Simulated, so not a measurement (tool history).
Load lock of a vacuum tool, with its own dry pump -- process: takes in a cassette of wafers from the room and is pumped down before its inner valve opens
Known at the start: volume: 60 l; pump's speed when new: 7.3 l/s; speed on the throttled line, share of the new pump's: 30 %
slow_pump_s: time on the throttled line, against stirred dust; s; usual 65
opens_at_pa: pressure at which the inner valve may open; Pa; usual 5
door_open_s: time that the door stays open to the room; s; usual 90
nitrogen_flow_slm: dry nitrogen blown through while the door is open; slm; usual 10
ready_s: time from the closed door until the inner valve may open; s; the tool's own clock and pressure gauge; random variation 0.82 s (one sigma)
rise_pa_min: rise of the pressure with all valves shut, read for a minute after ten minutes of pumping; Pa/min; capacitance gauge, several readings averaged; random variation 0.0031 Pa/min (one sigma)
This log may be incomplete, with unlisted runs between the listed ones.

run,day,slow_pump_s,opens_at_pa,door_open_s,nitrogen_flow_slm,"incoming humidity of the room's air, %",ready_s,rise_pa_min
1,0.000,65,5,90,10,42.4,140.4,0.057
2,6.467,127,5,90,10,42.5,180.5,0.057
3,16.033,127,5,90,10,46.4,179.3,0.062
# day 18.533: dry pump taken out, an overhauled one fitted
4,24.038,127,5,90,10,44.2,169.8,0.061
5,29.917,65,5,92,10,45.7,127.0,0.059
6,35.488,65,5,92,10,47.8,127.3,0.070
7,44.708,65,5,92,10,44.9,127.9,0.063
8,50.483,65,5,92,10,44.3,126.5,0.062
9,56.962,65,5,92,10,43.2,128.2,0.061
10,63.996,65,5,92,10,47.0,128.6,0.067
11,74.454,65,5,92,10,46.2,127.5,0.067
12,83.617,65,5,92,10,41.8,129.2,0.067
13,88.717,46,5,90,10,41.8,115.3,0.063
14,95.508,46,5,90,10,42.5,114.1,0.064
15,100.792,46,5,90,10,48.0,117.4,0.069
16,110.338,46,5,90,10,43.5,115.9,0.065
17,116.617,65,5,90,10,45.8,129.6,0.069
18,125.721,65,5,90,10,46.5,129.8,0.070
19,130.696,65,5,90,10,45.9,130.5,0.072
20,139.738,65,5,90,10,48.5,130.7,0.073
21,148.104,65,5,90,10,45.3,131.9,0.072
22,156.046,65,5,90,10,42.8,131.4,0.071
23,165.800,86,7,137,10,47.2,140.9,0.082
24,170.183,86,7,137,10,44.3,141.9,0.082
25,178.417,90,6,42,12,43.5,145.9,0.056
26,182.946,90,6,42,12,43.3,145.8,0.055
27,193.412,90,6,42,12,44.4,147.2,0.068
28,203.092,65,5,98,45,44.3,133.3,0.056
29,212.842,65,4,98,5,43.1,135.4,0.090
30,221.112,110,5,90,41,44.6,162.5,0.060
31,226.854,110,5,90,41,45.2,163.4,0.059
32,232.392,110,5,90,41,44.2,164.9,0.058
33,237.638,110,4,90,41,45.0,165.0,0.059
34,243.854,65,9,90,10,45.2,127.7,0.084
35,250.592,65,9,90,10,43.9,127.3,0.080
36,260.596,39,9,90,11,42.5,110.7,0.083
37,269.854,39,9,51,23,39.2,109.4,0.068

Results per run with the tool's hidden condition removed, run-to-run variation unchanged:
Hidden conditions of the tool in this case: pump's speed, % of a new pump's; leak at the door's seal, Pa l/s; drift of the gauge itself on ready_s, %; drift of the gauge itself on rise_pa_min, %.
run,ready_s,rise_pa_min
1,129.0,0.055
2,172.3,0.055
3,171.0,0.059
4,170.2,0.057
5,127.3,0.054
6,127.6,0.065
7,127.9,0.058
8,126.4,0.056
9,127.9,0.054
10,128.1,0.059
11,126.9,0.058
12,128.3,0.058
13,114.2,0.053
14,112.8,0.054
15,115.9,0.058
16,114.2,0.053
17,127.9,0.056
18,127.9,0.057
19,128.3,0.058
20,128.4,0.059
21,129.3,0.056
22,128.7,0.054
23,138.2,0.064
24,139.0,0.063
25,142.9,0.037
26,142.7,0.035
27,143.9,0.047
28,129.3,0.034
29,130.8,0.066
30,158.8,0.035
31,159.6,0.033
32,161.0,0.032
33,161.0,0.033
34,123.1,0.057
35,122.5,0.052
36,104.7,0.054
37,103.3,0.038

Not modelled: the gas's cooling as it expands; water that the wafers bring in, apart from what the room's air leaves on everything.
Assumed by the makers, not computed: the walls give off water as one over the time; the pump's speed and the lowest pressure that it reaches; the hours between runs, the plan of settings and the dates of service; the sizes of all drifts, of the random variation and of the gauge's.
